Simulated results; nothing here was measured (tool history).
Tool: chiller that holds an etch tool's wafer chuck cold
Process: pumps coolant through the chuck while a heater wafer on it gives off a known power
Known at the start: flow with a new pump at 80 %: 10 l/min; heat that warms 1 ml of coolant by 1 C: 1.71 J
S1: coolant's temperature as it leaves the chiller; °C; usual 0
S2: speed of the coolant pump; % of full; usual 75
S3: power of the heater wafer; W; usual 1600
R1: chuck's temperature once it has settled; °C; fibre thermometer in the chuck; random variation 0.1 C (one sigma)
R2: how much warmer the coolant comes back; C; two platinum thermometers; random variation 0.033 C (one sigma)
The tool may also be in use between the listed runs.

run	hour	S1	S2	S3	R1	R2
1	0.0	0	75	1600	16.9	6.12
2	69.2	0	75	1600	17.0	6.13
3	135.5	0	75	1600	17.0	6.12
4	180.3	0	75	1600	17.0	6.10
5	237.6	0	75	1600	16.9	6.10
6	284.7	0	75	1600	17.0	6.13
7	347.7	0	75	1600	17.1	6.05
8	415.2	0	75	1600	17.3	6.10
9	465.8	0	75	1600	17.1	6.02
10	518.4	-2	75	1600	15.2	6.11
11	584.3	0	63	1600	19.2	7.29
12	633.0	0	63	1600	19.3	7.37
13	685.7	0	63	1600	19.2	7.31
# hour 693.9: chiller's thermometer calibrated
14	739.9	0	75	1600	16.9	6.19
# hour 810.0: chiller's thermometer calibrated, once more
15	810.0	0	86	1600	15.8	5.40
16	843.6	0	86	1600	15.8	5.34
17	909.6	4	86	1600	19.7	5.32
18	972.9	4	86	1600	20.0	5.37
19	1041.1	-2	95	2019	16.7	6.06
20	1103.2	-1	77	2009	20.4	7.53
21	1157.0	0	80	1600	16.7	5.76
22	1231.5	0	76	2293	24.7	8.76
23	1271.8	0	76	2293	24.5	8.68

The next listed run, before its measurement:
24	1313.4	0	76	2293	?	?

Run 24 gave R1 24.8 °C, R2 8.73 C.
Without the tool's hidden state the same run would have given R1 23.0 °C, R2 8.52 C.
